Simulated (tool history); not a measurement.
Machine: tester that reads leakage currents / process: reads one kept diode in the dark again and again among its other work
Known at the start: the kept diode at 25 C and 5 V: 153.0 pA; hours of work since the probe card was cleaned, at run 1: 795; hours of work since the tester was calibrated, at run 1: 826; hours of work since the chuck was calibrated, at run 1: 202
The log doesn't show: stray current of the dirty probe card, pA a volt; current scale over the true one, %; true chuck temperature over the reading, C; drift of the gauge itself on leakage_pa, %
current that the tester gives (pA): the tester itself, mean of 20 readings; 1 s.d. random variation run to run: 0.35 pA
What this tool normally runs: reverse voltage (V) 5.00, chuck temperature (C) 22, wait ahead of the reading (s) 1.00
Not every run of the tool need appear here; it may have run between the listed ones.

run,hour,reverse voltage (V),chuck temperature (C),wait ahead of the reading (s),hours of work since the probe card was cleaned,hours of work since the tester was calibrated,hours of work since the chuck was calibrated,current that the tester gives (pA)
1,0.0,5.00,22,1.00,795,826,202,115.55
2,44.8,5.00,22,1.00,820,851,227,116.21
3,98.5,5.00,22,1.00,850,880,257,116.16
4,130.1,5.00,26,1.00,867,898,274,168.95
5,174.0,5.00,26,1.00,892,922,299,169.27
6,209.4,5.00,22,1.00,911,942,318,116.64
7,250.7,5.00,22,2.13,934,965,341,115.78
8,307.9,5.00,22,2.13,966,996,373,115.56
9,365.6,5.00,22,2.13,998,1028,405,115.54
10,412.4,5.00,22,2.13,1023,1054,430,115.72
11,445.6,5.00,22,2.13,1042,1072,449,115.52
12,487.4,5.00,22,2.13,1065,1095,472,115.78
13,530.7,5.00,22,0.64,1089,1119,496,116.56
14,566.8,2.20,44,0.38,1109,1139,516,510.88
15,593.3,5.00,49,0.99,1123,1154,530,1241.54
16,629.8,6.67,42,2.00,1144,1174,551,826.73
17,688.9,6.67,42,2.00,1176,1207,583,823.48
18,739.1,1.34,58,0.57,1204,1235,611,1171.09
19,787.1,1.34,58,0.57,1231,1261,638,1175.63
20,825.2,1.34,58,0.57,1252,1282,659,1172.09
21,881.7,1.34,42,3.66,1283,1313,690,324.76
22,912.9,5.00,38,0.53,1300,1331,707,497.78
23,946.7,5.00,38,0.53,1319,1349,726,497.06
24,1002.5,5.00,38,0.53,1350,1380,757,497.34
25,1027.9,5.00,38,0.53,1364,1394,771,496.06
26,1057.8,5.00,39,1.99,1380,1411,787,542.67

Below, some changes in current that the tester gives (pA) between adjacent runs. For each, the amount present without the hidden state too (settings, incoming material, random variation) and the amount remaining for the hidden state with gauge scatter not shared by both compared results:
Run 14 -> 15: reverse voltage (V) 2.20 -> 5.00, chuck temperature (C) 44 -> 49, wait ahead of the reading (s) 0.38 -> 0.99. current that the tester gives (pA) +730.66: hidden state +0.44, all else +730.22.
Run 20 -> 21: chuck temperature (C) 58 -> 42, wait ahead of the reading (s) 0.57 -> 3.66. current that the tester gives (pA) -847.33: hidden state -0.56, all else -846.77.
